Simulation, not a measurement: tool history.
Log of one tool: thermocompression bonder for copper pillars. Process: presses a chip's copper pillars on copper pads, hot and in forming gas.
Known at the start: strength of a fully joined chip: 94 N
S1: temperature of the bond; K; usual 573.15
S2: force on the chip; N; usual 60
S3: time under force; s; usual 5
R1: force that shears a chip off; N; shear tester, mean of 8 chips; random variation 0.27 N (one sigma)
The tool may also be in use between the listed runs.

run	hour	S1	S2	S3	R1
1	0	573.15	60	5	35.4
2	12.9	573.15	60	5	35.3
3	37.5	573.15	60	7	39.8
4	49.2	573.15	60	7	40.1
# hour 64.1: forming gas filter changed
5	71.9	573.15	60	7	41.6
6	92.4	573.15	60	5	37
7	115.3	573.15	60	5	36.8
8	139.1	573.15	60	5	37.2
9	156.1	573.15	60	5	36.9
10	175.2	573.15	60	4	34.4
11	200	573.15	60	4	33.7
12	214.4	573.15	60	4	33.6
13	230.8	573.15	60	4	33.4
14	254.8	573.15	60	4	33
15	269.8	573.15	60	5	36.4
16	287.6	573.15	60	5	36.5
17	311.3	573.15	60	5	36
18	336	573.15	60	12	49.1
19	356.6	573.15	60	12	49.5
20	368.2	582.15	77	5	47.6
21	383.3	563.15	74	7	40.4

Run 22 comes next. What will it give?
22	397.3	563.15	74	7	?

{"run 22": {"R1": 41.2}}
Without the tool's hidden state the same run would have given R1 43.6 N.
